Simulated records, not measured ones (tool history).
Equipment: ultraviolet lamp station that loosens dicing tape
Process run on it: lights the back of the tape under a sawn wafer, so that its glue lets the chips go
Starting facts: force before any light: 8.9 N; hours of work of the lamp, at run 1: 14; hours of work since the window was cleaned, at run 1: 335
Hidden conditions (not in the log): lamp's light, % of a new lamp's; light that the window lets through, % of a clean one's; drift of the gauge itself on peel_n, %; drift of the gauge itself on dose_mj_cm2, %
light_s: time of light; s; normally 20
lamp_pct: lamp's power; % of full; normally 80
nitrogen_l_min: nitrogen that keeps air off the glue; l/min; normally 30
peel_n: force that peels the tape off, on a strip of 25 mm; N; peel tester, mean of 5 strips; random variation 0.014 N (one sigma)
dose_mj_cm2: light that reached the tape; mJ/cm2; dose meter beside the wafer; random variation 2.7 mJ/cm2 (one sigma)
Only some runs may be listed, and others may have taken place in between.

run,hour,light_s,lamp_pct,nitrogen_l_min,hours of work of the lamp,hours of work since the window was cleaned,peel_n,dose_mj_cm2
1,0.0,20,80,30,14,335,0.761,336
2,6.4,20,80,30,18,340,0.733,331
3,13.2,20,80,30,22,344,0.730,330
4,24.0,20,80,30,30,351,0.741,325
5,31.9,20,87,30,35,356,0.621,353
6,38.7,20,87,30,39,361,0.654,347
7,46.8,15,80,30,44,366,1.298,243
8,58.1,15,61,30,52,373,2.048,187
9,69.9,15,61,30,60,381,2.087,188
10,78.9,15,61,30,65,387,2.152,183
11,91.0,15,61,30,73,395,2.086,182
12,95.9,20,80,30,77,398,0.791,319
# hour 97.1: window cleaned of glue's vapour
13,103.9,20,80,30,82,4,0.932,305
14,111.8,20,80,30,87,10,0.903,301
15,121.8,20,80,20,93,16,1.292,297
16,130.7,20,80,20,99,22,1.242,296
# hour 134.2: window cleaned of glue's vapour, once more
17,136.3,32,80,30,102,1,0.277,543
18,143.3,20,98,30,107,6,0.452,419
19,148.6,20,98,30,110,9,0.448,414
20,156.4,20,98,30,116,15,0.446,418
21,167.0,20,98,30,123,21,0.460,412
22,176.6,28,74,21,129,28,0.584,436
23,185.1,12,62,22,134,33,2.987,156
24,190.5,24,74,53,138,37,0.377,371
25,201.3,15,68,32,145,44,1.662,211
26,208.0,15,68,32,149,48,1.608,212
27,216.7,20,80,38,155,54,0.595,335
28,222.1,20,80,38,159,58,0.618,333
29,233.2,20,80,38,166,65,0.643,325
30,244.6,20,80,38,173,72,0.621,332
31,255.5,20,80,38,180,79,0.637,328
32,260.9,20,80,38,184,83,0.645,327
33,270.0,20,80,38,190,89,0.657,323
34,281.0,11,72,38,197,96,2.288,160
35,291.0,36,80,30,204,103,0.244,580
36,296.6,20,66,51,207,106,0.814,266
37,308.0,20,66,51,215,114,0.845,266
38,314.1,35,66,30,219,118,0.374,456
39,324.8,33,83,30,226,125,0.273,549
40,336.1,39,90,30,233,132,0.199,695
41,342.7,21,94,47,238,137,0.376,390

Forecast each of these 4 alternatives for the next run:
A,353.3,11,94,29,245,144,?,?
B,353.3,21,70,47,245,144,?,?
C,353.3,21,94,18,245,144,?,?
D,353.3,15,79,30,245,144,?,?

run,peel_n,dose_mj_cm2
A,1.843,202
B,0.693,295
C,0.827,390
D,1.475,236
Without the tool's unlogged condition, the same runs would have read:
run,peel_n,dose_mj_cm2
A,1.497,231
B,0.521,336
C,0.626,445
D,1.168,269

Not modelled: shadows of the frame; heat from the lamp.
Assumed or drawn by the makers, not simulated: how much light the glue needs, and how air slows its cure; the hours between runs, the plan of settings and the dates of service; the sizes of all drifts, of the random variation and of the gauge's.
